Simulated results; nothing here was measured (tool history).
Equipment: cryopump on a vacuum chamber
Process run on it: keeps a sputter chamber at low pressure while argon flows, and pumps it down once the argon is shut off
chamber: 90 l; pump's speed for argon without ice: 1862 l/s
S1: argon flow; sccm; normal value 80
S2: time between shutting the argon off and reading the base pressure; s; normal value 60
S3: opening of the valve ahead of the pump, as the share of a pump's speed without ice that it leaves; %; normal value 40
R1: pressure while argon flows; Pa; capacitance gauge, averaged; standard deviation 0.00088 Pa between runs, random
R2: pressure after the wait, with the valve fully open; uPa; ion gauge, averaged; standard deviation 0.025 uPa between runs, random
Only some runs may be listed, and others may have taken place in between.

run   hour  S1   S2  S3      R1    R2
  1    0.0  80   60  40  0.1851  1.09
  2   10.7  80   60  40  0.1878  1.15
  3   28.8  80   60  40  0.1889  1.16
  4   45.6  80   26  40  0.1881  2.18
  5   59.9  80   26  40  0.1894  2.30
  6   74.5  80  153  40  0.1902  0.58
  7   92.5  80  153  40  0.1911  0.64
  8  104.3  80   41  40  0.1910  1.50
  9  122.4  35   60  40  0.0842  1.16
 10  140.4  35   60  40  0.0840  1.16
 11  155.2  79   60  19  0.3852  1.12
 12  170.8  42   23  43  0.0956  2.50
 13  182.9  61   28  58  0.1060  2.13
 14  198.8  61   28  58  0.1058  1.99
 15  210.0  48   32  49  0.0978  1.88
 16  226.9  80   60  41  0.1936  1.16
 17  238.9  88  110  40  0.2199  0.80
 18  254.1  48   80  36  0.1310  1.00
 19  267.7  48   51  36  0.1313  1.32
 20  287.3  48   51  36  0.1313  1.35

Here are 5 independent what-if runs from the current tool condition. What would each one return?
  A  305.6   41  233  24   ?   ?
  B  305.6   48   51  20   ?   ?
  C  305.6  151   80  28   ?   ?
  D  305.6   65   60  40   ?   ?
  E  305.6  124   91  36   ?   ?

run      R1    R2
  A  0.1657  0.61
  B  0.2289  1.37
  C  0.5298  0.99
  D  0.1630  1.18
  E  0.3419  0.94
Had the tool no hidden state, the same runs would have come out as:
run      R1    R2
  A  0.1556  0.38
  B  0.2172  1.14
  C  0.4925  0.76
  D  0.1471  0.96
  E  0.3115  0.71
